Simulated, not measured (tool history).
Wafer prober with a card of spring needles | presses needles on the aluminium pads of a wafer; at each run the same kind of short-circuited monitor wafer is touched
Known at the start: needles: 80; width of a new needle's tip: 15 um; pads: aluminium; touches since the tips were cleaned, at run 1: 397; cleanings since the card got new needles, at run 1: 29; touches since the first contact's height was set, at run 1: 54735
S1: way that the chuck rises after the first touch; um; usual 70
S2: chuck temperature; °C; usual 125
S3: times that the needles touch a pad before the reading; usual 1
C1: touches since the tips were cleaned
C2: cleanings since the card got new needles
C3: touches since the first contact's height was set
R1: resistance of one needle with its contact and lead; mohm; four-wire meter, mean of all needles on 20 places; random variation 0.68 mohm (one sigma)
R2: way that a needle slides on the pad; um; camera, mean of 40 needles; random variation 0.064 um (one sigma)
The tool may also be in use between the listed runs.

run	hour	S1	S2	S3	C1	C2	C3	R1	R2
1	0.0	70	125	1	397	29	54735	171.5	9.80
# hour 4.6: tips cleaned on abrasive film
2	5.6	70	125	1	261	30	56174	171.0	9.80
# hour 10.8: tips cleaned on abrasive film
3	11.2	70	125	1	115	31	57637	170.3	9.74
# hour 16.8: tips cleaned on abrasive film
4	17.5	70	125	1	173	32	59270	171.3	9.67
# hour 23.6: tips cleaned on abrasive film
5	25.8	70	125	1	582	33	61438	173.6	9.69
# hour 30.0: tips cleaned on abrasive film
6	30.3	70	125	1	68	34	62597	171.0	9.70
# hour 36.4: tips cleaned on abrasive film
7	36.9	70	125	1	133	35	64321	170.7	9.71
# hour 42.7: tips cleaned on abrasive film
8	43.4	70	125	1	176	36	66003	171.7	9.78
# hour 49.0: tips cleaned on abrasive film
9	51.2	70	125	1	565	37	68026	172.6	9.74
# hour 55.2: tips cleaned on abrasive film
# hour 61.8: tips cleaned on abrasive film
10	61.8	70	125	1	0	39	70789	171.4	9.70
# hour 68.4: tips cleaned on abrasive film
11	71.3	70	125	1	763	40	73261	173.3	9.76
# hour 74.6: tips cleaned on abrasive film
12	79.9	70	125	1	1388	41	75497	173.9	9.71
# hour 81.1: tips cleaned on abrasive film
13	84.9	70	125	2	1000	42	76800	172.4	9.74
# hour 87.6: tips cleaned on abrasive film
# hour 93.6: tips cleaned on abrasive film
14	94.7	70	125	2	308	44	79334	171.2	9.60
# hour 99.8: tips cleaned on abrasive film
15	105.3	68	125	2	1473	45	82108	171.6	9.40
# hour 105.9: tips cleaned on abrasive film
# hour 112.4: tips cleaned on abrasive film
16	114.8	68	90	2	640	47	84562	165.4	9.44
# hour 118.6: tips cleaned on abrasive film
17	120.6	60	92	2	533	48	86056	168.7	8.19
# hour 124.8: tips cleaned on abrasive film
18	127.0	60	92	2	579	49	87707	168.0	8.18
# hour 130.9: tips cleaned on abrasive film
19	132.7	70	73	2	476	50	89206	162.1	9.62
# hour 137.8: tips cleaned on abrasive film
20	140.0	70	73	2	596	51	91106	162.0	9.68
# hour 144.5: tips cleaned on abrasive film
21	147.8	75	99	1	877	52	93125	167.5	10.47
# hour 150.8: tips cleaned on abrasive film
22	155.2	75	118	2	1154	53	95042	172.1	10.25
# hour 156.9: tips cleaned on abrasive film
23	162.7	53	78	1	1532	54	96997	172.8	7.16
# hour 163.7: tips cleaned on abrasive film
# hour 169.8: tips cleaned on abrasive film
24	169.8	78	125	1	0	56	98818	169.7	10.70
# hour 175.7: tips cleaned on abrasive film
25	178.1	63	29	1	619	57	100984	157.3	8.54
# hour 181.8: tips cleaned on abrasive film
26	186.3	51	59	1	1177	58	103121	169.5	6.76
# hour 187.8: tips cleaned on abrasive film
# hour 193.9: tips cleaned on abrasive film
27	195.2	82	37	2	341	60	105415	154.8	11.27
# hour 199.9: tips cleaned on abrasive film
28	203.9	82	37	2	1037	61	107679	156.1	11.28
# hour 206.0: tips cleaned on abrasive film
# hour 212.1: tips cleaned on abrasive film
29	212.1	82	37	2	0	63	109791	154.0	11.26
30	216.5	55	123	3	1182	63	110973	174.7	7.37
# hour 218.4: tips cleaned on abrasive film
# hour 224.4: tips cleaned on abrasive film
31	227.1	55	28	3	722	65	113710	157.7	7.32
# hour 230.7: tips cleaned on abrasive film
32	236.6	55	28	3	1545	66	116177	158.7	7.37

3 ways to go on from here, each from the tool as it stands after run 32. What would each give?
# hour 237.2: tips cleaned on abrasive film
# hour 243.7: tips cleaned on abrasive film
A	244.6	61	92	3	243	68	118241	?	?
# hour 237.2: tips cleaned on abrasive film
# hour 243.7: tips cleaned on abrasive film
B	244.6	77	28	3	243	68	118241	?	?
# hour 237.2: tips cleaned on abrasive film
# hour 243.7: tips cleaned on abrasive film
C	244.6	70	77	2	243	68	118241	?	?

run	R1	R2
A	167.0	8.19
B	153.5	10.50
C	162.9	9.57
Without the tool's hidden state the same runs would have given:
run	R1	R2
A	165.2	8.77
B	153.1	11.07
C	162.1	10.15
